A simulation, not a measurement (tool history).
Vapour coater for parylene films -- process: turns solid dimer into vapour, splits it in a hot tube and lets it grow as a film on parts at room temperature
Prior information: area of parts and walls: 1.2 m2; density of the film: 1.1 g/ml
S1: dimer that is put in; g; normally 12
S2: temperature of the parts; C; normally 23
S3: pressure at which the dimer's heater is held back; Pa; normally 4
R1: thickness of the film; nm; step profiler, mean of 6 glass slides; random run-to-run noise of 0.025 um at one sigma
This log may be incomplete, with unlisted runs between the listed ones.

{"run": 1, "hour": 0.0, "S1": 12, "S2": 23, "S3": 4, "R1": 5840}
{"hour": 16.8, "done": "trap's valve overhauled"}
{"run": 2, "hour": 24.3, "S1": 9, "S2": 23, "S3": 4, "R1": 4660}
{"run": 3, "hour": 44.4, "S1": 15, "S2": 23, "S3": 4, "R1": 7760}
{"run": 4, "hour": 55.7, "S1": 15, "S2": 23, "S3": 4, "R1": 7680}
{"run": 5, "hour": 65.3, "S1": 15, "S2": 23, "S3": 4, "R1": 7640}
{"run": 6, "hour": 83.2, "S1": 15, "S2": 23, "S3": 4, "R1": 7700}
{"run": 7, "hour": 104.4, "S1": 12, "S2": 23, "S3": 4, "R1": 6170}
{"run": 8, "hour": 115.4, "S1": 12, "S2": 23, "S3": 4, "R1": 6170}
{"run": 9, "hour": 127.8, "S1": 12, "S2": 23, "S3": 4, "R1": 6150}
{"run": 10, "hour": 145.4, "S1": 17, "S2": 16, "S3": 4.45, "R1": 10820}
{"run": 11, "hour": 156.8, "S1": 17, "S2": 16, "S3": 4.45, "R1": 10790}
{"run": 12, "hour": 175.2, "S1": 15, "S2": 23, "S3": 6.99, "R1": 7240}
{"run": 13, "hour": 185.2, "S1": 15, "S2": 23, "S3": 3.55, "R1": 7790}

Run 14 comes next. What will it give?
{"run": 14, "hour": 205.3, "S1": 12, "S2": 16, "S3": 4, "R1": "?"}

Run 14 gave R1 7690 nm.
With the hidden condition absent and the run-to-run variation left alone, this run would have shown R1 7940 nm.

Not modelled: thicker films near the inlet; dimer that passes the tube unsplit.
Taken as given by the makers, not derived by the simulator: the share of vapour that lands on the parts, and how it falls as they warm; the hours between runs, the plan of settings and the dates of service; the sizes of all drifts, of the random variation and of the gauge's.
